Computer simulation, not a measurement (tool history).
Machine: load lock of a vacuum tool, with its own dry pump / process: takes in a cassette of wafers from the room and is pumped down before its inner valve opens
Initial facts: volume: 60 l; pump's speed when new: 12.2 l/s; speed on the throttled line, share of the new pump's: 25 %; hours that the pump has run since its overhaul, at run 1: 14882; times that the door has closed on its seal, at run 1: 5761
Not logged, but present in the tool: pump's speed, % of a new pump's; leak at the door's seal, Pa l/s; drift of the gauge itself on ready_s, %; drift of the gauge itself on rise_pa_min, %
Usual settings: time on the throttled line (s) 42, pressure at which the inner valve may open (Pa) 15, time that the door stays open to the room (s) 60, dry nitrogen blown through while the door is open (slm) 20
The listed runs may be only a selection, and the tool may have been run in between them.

run,hour,time on the throttled line (s),pressure at which the inner valve may open (Pa),time that the door stays open to the room (s),dry nitrogen blown through while the door is open (slm),hours that the pump has run since its overhaul,times that the door has closed on its seal,"incoming humidity of the room's air, %",time from the closed door until the inner valve may open (s),rise of the pressure with all valves shut (Pa/min)
1,0,42,15,60,20,14882,5761,46.1,83.4,0.067
2,215.3,42,15,60,20,15098,6115,43.2,81.8,0.063
3,409.6,42,15,60,20,15292,6434,42.4,83.8,0.068
4,668.5,42,15,60,20,15551,6859,44.7,84,0.077
5,901.1,42,15,60,20,15783,7241,44.2,83.2,0.075
6,1121.3,42,15,60,12,16004,7602,45.7,83.3,0.088
7,1347.5,52,15,60,12,16230,7974,45.6,89.4,0.095
8,1516.6,52,15,60,12,16399,8251,45.7,90.5,0.093
9,1804.1,52,15,60,12,16686,8723,47.2,90.9,0.099
# hour 1946.5: dry pump taken out, an overhauled one fitted
10,2100.9,63,15,60,20,154,9201,45.3,90.6,0.099
11,2384.8,63,15,30,20,438,9667,47.3,91,0.084
12,2680.5,42,18,32,23,734,10152,45.9,74.4,0.094
13,2812.6,42,26,230,9,866,10369,48.5,73.4,0.16
14,3011.7,58,26,230,13,1065,10696,45.5,84.7,0.15
15,3175.5,58,26,230,13,1229,10965,45.8,84.8,0.145
16,3349.2,21,26,87,13,1403,11250,42.1,57.6,0.124
17,3478.9,21,21,31,13,1532,11463,46.1,58.1,0.107
18,3729.9,21,21,31,13,1783,11875,46.2,58.9,0.118
19,4021.5,42,29,72,20,2075,12354,46.2,72.3,0.126

Forecast each of these 5 alternatives for the next run:
A,4290,25,25,41,20,2344,12795,46.9,?,?
B,4290,42,15,145,20,2344,12795,44.8,?,?
C,4290,42,15,60,16,2344,12795,42.9,?,?
D,4290,42,12,38,14,2344,12795,44.7,?,?
E,4290,55,15,60,20,2344,12795,47,?,?

run,time from the closed door until the inner valve may open (s),rise of the pressure with all valves shut (Pa/min)
A,61,0.115
B,76.5,0.137
C,75.5,0.128
D,76.5,0.124
E,85.1,0.127
The same runs, with their run-to-run variation unchanged, on a tool lacking any hidden condition would have given:
run,time from the closed door until the inner valve may open (s),rise of the pressure with all valves shut (Pa/min)
A,59.9,0.024
B,75.4,0.047
C,74.4,0.036
D,75.4,0.033
E,84.2,0.036
